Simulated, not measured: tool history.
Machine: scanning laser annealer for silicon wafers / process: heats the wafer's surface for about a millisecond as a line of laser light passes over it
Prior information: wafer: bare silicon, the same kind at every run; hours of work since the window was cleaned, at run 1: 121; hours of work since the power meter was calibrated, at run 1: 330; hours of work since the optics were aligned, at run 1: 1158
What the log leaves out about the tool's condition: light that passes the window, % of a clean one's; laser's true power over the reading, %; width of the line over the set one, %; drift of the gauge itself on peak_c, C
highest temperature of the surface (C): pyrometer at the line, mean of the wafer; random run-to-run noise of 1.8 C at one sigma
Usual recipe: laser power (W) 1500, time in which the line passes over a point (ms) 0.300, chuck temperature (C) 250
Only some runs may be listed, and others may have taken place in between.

run     day  laser power (W)  time in which the line passes over a point (ms)  chuck temperature (C)  hours of work since the window was cleaned  hours of work since the power meter was calibrated  hours of work since the optics were aligned  highest temperature of the surface (C)
  1   0.000             1500                                            0.300                    250                                         121                                                 330                                         1158                                     986
  2   2.183             1500                                            0.300                    250                                         148                                                 357                                         1185                                     980
  3   4.988             1500                                            0.300                    276                                         183                                                 391                                         1220                                    1008
  4   6.654             1500                                            0.300                    276                                         203                                                 412                                         1240                                    1008
  5   9.925             1500                                            0.300                    276                                         244                                                 453                                         1281                                    1004
  6  12.604             1500                                            0.300                    276                                         277                                                 486                                         1314                                     999
  7  16.288             1500                                            0.300                    276                                         323                                                 531                                         1359                                    1000
     16.771  -- laser's power meter calibrated
  8  18.738             1500                                            0.300                    276                                         351                                                  24                                         1388                                     996
  9  20.992             1603                                            0.300                    250                                         379                                                  52                                         1416                                    1030
 10  24.817             1603                                            0.300                    250                                         426                                                 100                                         1463                                    1026
     25.329  -- optics aligned, line set to its width
 11  27.925             1603                                            0.300                    250                                         462                                                 135                                           32                                    1036
 12  30.071             1286                                            0.300                    273                                         489                                                 162                                           59                                     869
     31.242  -- window over the wafer cleaned
 13  33.562             1540                                            0.292                    260                                          29                                                 204                                          101                                    1021
     34.488  -- laser's power meter calibrated, once more
 14  35.938             1540                                            0.292                    260                                          57                                                  18                                          129                                    1013
 15  38.838             1500                                            0.300                    260                                          92                                                  54                                          165                                     998
 16  40.621             1500                                            0.300                    260                                         114                                                  76                                          187                                     997
 17  43.900             1500                                            0.300                    260                                         155                                                 116                                          227                                     996

Below are 4 alternative next runs, each starting from the tool's condition after run 17. Predict each:
  A  45.567             1649                                            0.347                    230                                         176                                                 137                                          248                                       ?
  B  45.567             1368                                            0.300                    272                                         176                                                 137                                          248                                       ?
  C  45.567             1641                                            0.327                    234                                         176                                                 137                                          248                                       ?
  D  45.567             1284                                            0.249                    247                                         176                                                 137                                          248                                       ?

run  highest temperature of the surface (C)
  A                                    1128
  B                                     920
  C                                    1096
  D                                     791
With the hidden condition removed and each run's random variation left untouched, the same runs would have given:
run  highest temperature of the surface (C)
  A                                    1147
  B                                     935
  C                                    1114
  D                                     803
